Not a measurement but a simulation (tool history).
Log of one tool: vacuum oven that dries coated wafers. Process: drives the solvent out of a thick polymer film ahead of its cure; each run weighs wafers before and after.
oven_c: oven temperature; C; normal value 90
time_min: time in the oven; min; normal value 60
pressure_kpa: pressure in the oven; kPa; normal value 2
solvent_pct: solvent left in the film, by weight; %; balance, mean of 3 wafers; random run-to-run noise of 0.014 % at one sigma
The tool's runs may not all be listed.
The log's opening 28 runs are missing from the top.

| run | day | oven_c | time_min | pressure_kpa | solvent_pct |
|---|---|---|---|---|---|
| 29 | 24.929 | 80 | 76 | 1.8 | 4.79 |
| 30 | 25.675 | 89 | 60 | 1.07 | 2.53 |
| 31 | 26.4 | 89 | 58 | 3.63 | 3.6 |
| 32 | 27.308 | 90 | 77 | 2 | 1.75 |
| 33 | 28.267 | 80 | 60 | 2 | 6.32 |
| 34 | 29.058 | 80 | 60 | 2 | 6.33 |
| 35 | 29.867 | 100 | 35 | 3.61 | 2.49 |
| 36 | 30.696 | 87 | 35 | 1.67 | 6.64 |
| 37 | 31.417 | 79 | 60 | 3.93 | 7.67 |
| 38 | 32.358 | 76 | 89 | 3.93 | 6.71 |
| 39 | 33.35 | 92 | 89 | 3.93 | 1.82 |
| 40 | 34.538 | 92 | 44 | 3.93 | 3.97 |
| 41 | 35.675 | 79 | 60 | 1.19 | 6.42 |
| 42 | 36.629 | 77 | 89 | 2.63 | 5.53 |
| 43 | 37.667 | 91 | 37 | 1.53 | 4.53 |
| 44 | 38.762 | 89 | 35 | 2.32 | 5.97 |
| 45 | 40.008 | 76 | 57 | 1.52 | 8.29 |
| 46 | 40.792 | 80 | 85 | 2.31 | 4.36 |

Branching from run 46: 4 alternative next runs. What would each branch give?
| A | 41.746 | 81 | 31 | 2.18 | ? |
| B | 41.746 | 89 | 104 | 4.67 | ? |
| C | 41.746 | 83 | 85 | 1.04 | ? |
| D | 41.746 | 80 | 50 | 2 | ? |

| run | solvent_pct |
|---|---|
| A | 10.27 |
| B | 2.3 |
| C | 2.7 |
| D | 7.51 |
Without the tool's unlogged condition, the same runs would have read:
| run | solvent_pct |
|---|---|
| A | 10.35 |
| B | 2.24 |
| C | 2.69 |
| D | 7.58 |
